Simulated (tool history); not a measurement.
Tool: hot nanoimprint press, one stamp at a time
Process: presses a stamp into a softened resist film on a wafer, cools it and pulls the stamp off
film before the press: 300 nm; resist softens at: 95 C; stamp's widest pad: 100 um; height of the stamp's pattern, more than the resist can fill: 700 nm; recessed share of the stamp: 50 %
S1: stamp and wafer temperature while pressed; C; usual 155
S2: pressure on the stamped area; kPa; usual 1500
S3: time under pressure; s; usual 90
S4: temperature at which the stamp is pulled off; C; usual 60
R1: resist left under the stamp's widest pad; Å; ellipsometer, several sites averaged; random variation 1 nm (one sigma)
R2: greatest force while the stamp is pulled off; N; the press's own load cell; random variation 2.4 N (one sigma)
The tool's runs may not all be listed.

run	day	S1	S2	S3	S4	R1	R2
1	0.000	155	1500	90	60	1615	108
2	1.433	145	1500	90	60	2416	107
3	3.504	145	1500	90	60	2398	112
4	4.583	145	1500	90	60	2375	107
5	6.133	145	1500	90	60	2414	114
6	7.996	145	1500	90	60	2412	112
7	9.492	145	1500	90	60	2400	112
8	11.888	145	1500	90	60	2395	114
9	13.333	145	1500	90	60	2396	113
10	15.225	145	1500	90	60	2376	116
11	16.942	155	1500	71	60	1753	109
# day 18.054: stamp cleaned and given a new release coat
12	19.396	155	1500	90	67	1620	97
13	20.375	155	1500	90	67	1595	102
14	21.629	155	1180	90	67	1749	103
15	23.962	155	1180	90	67	1755	101
16	25.300	155	1180	90	67	1734	107
17	26.617	155	1180	90	67	1750	99
18	27.604	160	1500	93	60	1236	108
# day 28.471: plate thermocouple calibrated
19	29.167	155	1500	92	50	1607	126
20	30.367	146	1160	97	64	2426	107
21	31.621	146	1160	97	64	2429	105
22	32.683	147	1500	90	53	2245	122
23	34.654	161	1500	90	53	1179	118
24	36.742	161	1500	90	53	1184	118
25	38.629	161	1500	90	53	1187	118
26	39.871	158	1530	77	60	1460	112
# day 40.679: stamp cleaned and given a new release coat
27	42.475	164	1270	45	59	1432	113
28	43.742	164	1270	45	59	1454	110
29	45.962	161	1780	93	55	1071	117

5 ways to go on from here, each from the tool as it stands after run 29. What would each give?
A	48.088	166	1500	75	64	?	?
B	48.088	161	1780	93	62	?	?
C	48.088	150	1900	90	66	?	?
D	48.088	148	1500	49	52	?	?
E	48.088	161	2160	111	56	?	?

run	R1	R2
A	1000	102
B	1070	110
C	1861	100
D	2429	118
E	921	116
Without the tool's hidden state the same runs would have given:
run	R1	R2
A	1001	101
B	1072	109
C	1865	99
D	2432	118
E	922	116
